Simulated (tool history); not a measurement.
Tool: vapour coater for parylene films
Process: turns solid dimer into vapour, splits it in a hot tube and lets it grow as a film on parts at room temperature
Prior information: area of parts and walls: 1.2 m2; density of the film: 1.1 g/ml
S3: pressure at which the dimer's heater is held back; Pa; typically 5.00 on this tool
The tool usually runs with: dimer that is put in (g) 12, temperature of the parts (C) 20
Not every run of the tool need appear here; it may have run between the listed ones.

Run 1, hour 0.0: usual settings. Result: thickness of the film (nm) 5370.
Run 2, hour 20.7: usual settings. Result: thickness of the film (nm) 5370.
Run 3, hour 42.6: usual settings. Result: thickness of the film (nm) 5350.
Run 4, hour 67.3: usual settings. Result: thickness of the film (nm) 5320.
Run 5, hour 88.2: usual settings. Result: thickness of the film (nm) 5180.
Run 6, hour 125.1: usual settings. Result: thickness of the film (nm) 5200.
Run 7, hour 144.2: usual settings. Result: thickness of the film (nm) 5100.
Run 8, hour 176.2: usual settings. Result: thickness of the film (nm) 5080.
Run 9, hour 207.9: usual settings but temperature of the parts (C) 14. Result: thickness of the film (nm) 5990.
Run 10, hour 228.7: usual settings but S3 7.33 Pa. Result: thickness of the film (nm) 4670.
Run 11, hour 268.3: usual settings but S3 7.33 Pa. Result: thickness of the film (nm) 4570.
At hour 294.2: trap's valve overhauled.
Run 12, hour 294.2: usual settings but S3 7.33 Pa. Result: thickness of the film (nm) 5200.
Run 13, hour 337.7: usual settings but S3 7.33 Pa. Result: thickness of the film (nm) 5170.
Run 14, hour 359.0: usual settings. Result: thickness of the film (nm) 5450.
Run 15, hour 378.8: usual settings. Result: thickness of the film (nm) 5450.
Run 16, hour 421.5: usual settings but dimer that is put in (g) 7. Result: thickness of the film (nm) 3100.
Run 17, hour 455.0: usual settings but dimer that is put in (g) 7. Result: thickness of the film (nm) 3130.
Run 18, hour 476.3: usual settings but dimer that is put in (g) 7. Result: thickness of the film (nm) 3070.
Run 19, hour 505.8: usual settings but dimer that is put in (g) 7, S3 8.49 Pa. Result: thickness of the film (nm) 2770.
Run 20, hour 527.1: usual settings but dimer that is put in (g) 7, S3 8.49 Pa. Result: thickness of the film (nm) 2750.
Run 21, hour 547.6: usual settings but dimer that is put in (g) 7, temperature of the parts (C) 24, S3 6.55 Pa. Result: thickness of the film (nm) 2580.
Run 22, hour 579.0: usual settings but dimer that is put in (g) 7, temperature of the parts (C) 24, S3 8.91 Pa. Result: thickness of the film (nm) 2400.
Run 23, hour 621.9: usual settings but S3 8.87 Pa. Result: thickness of the film (nm) 4540.
Run 24, hour 659.1: usual settings but dimer that is put in (g) 15, temperature of the parts (C) 15, S3 3.35 Pa. Result: thickness of the film (nm) 7710.
Run 25, hour 698.0: usual settings but S3 3.85 Pa. Result: thickness of the film (nm) 5170.
At hour 733.2: trap's valve overhauled.
Run 26, hour 736.9: usual settings but dimer that is put in (g) 11, S3 3.23 Pa. Result: thickness of the film (nm) 5440.
Run 27, hour 759.3: usual settings but dimer that is put in (g) 6, temperature of the parts (C) 18. Result: thickness of the film (nm) 2870.
Run 28, hour 778.9: usual settings but dimer that is put in (g) 6, temperature of the parts (C) 18. Result: thickness of the film (nm) 2890.
Run 29, hour 812.6: usual settings but dimer that is put in (g) 11, temperature of the parts (C) 19, S3 11.68 Pa. Result: thickness of the film (nm) 4330.
Run 30, hour 843.4: usual settings but dimer that is put in (g) 11, temperature of the parts (C) 19, S3 2.24 Pa. Result: thickness of the film (nm) 5840.
Run 31, hour 886.4: usual settings but dimer that is put in (g) 10, temperature of the parts (C) 21. Result: thickness of the film (nm) 4230.
Run 32, hour 921.7: usual settings but temperature of the parts (C) 17. Result: thickness of the film (nm) 5730.
Run 33, hour 949.1: usual settings but dimer that is put in (g) 9, temperature of the parts (C) 16, S3 9.34 Pa. Result: thickness of the film (nm) 3970.
Run 34, hour 992.3: usual settings but dimer that is put in (g) 9, temperature of the parts (C) 16, S3 9.34 Pa. Result: thickness of the film (nm) 3880.
Run 35, hour 1011.5: usual settings but dimer that is put in (g) 9, temperature of the parts (C) 16, S3 9.34 Pa. Result: thickness of the film (nm) 3890.
Run 36, hour 1030.9: usual settings but temperature of the parts (C) 13, S3 2.84 Pa. Result: thickness of the film (nm) 6930.
Run 37, hour 1050.1: usual settings but temperature of the parts (C) 13, S3 2.84 Pa. Result: thickness of the film (nm) 6910.
Run 38, hour 1079.2: usual settings but temperature of the parts (C) 27, S3 7.33 Pa. Result: thickness of the film (nm) 3800.
Run 39, hour 1120.3: usual settings but dimer that is put in (g) 19, temperature of the parts (C) 16. Result: thickness of the film (nm) 8910.

Hidden state or all else? Some run-to-run changes of thickness of the film (nm), split into what the settings, what came in and random variation would give without the hidden state, and what is left for the hidden state (with any gauge scatter that isn't in both results):
Unlogged tool condition in this case: vapour lost through the trap's worn valve, %; true temperature of the parts over the reading, C; drift of the gauge itself on film_um, %.
Run 11 -> 12: trap's valve overhauled. thickness of the film (nm) +630: hidden state +590, all else +40.
Run 23 -> 24: dimer that is put in (g) 12 -> 15, temperature of the parts (C) 20 -> 15, S3 8.87 -> 3.35. thickness of the film (nm) +3170: hidden state -490, all else +3660.
Run 25 -> 26: dimer that is put in (g) 12 -> 11, S3 3.85 -> 3.23, trap's valve overhauled. thickness of the film (nm) +270: hidden state +640, all else -370.
Run 37 -> 38: temperature of the parts (C) 13 -> 27, S3 2.84 -> 7.33. thickness of the film (nm) -3110: hidden state +340, all else -3450.
Run 38 -> 39: dimer that is put in (g) 12 -> 19, temperature of the parts (C) 27 -> 16, S3 7.33 -> 5.00. thickness of the film (nm) +5110: hidden state -820, all else +5930.
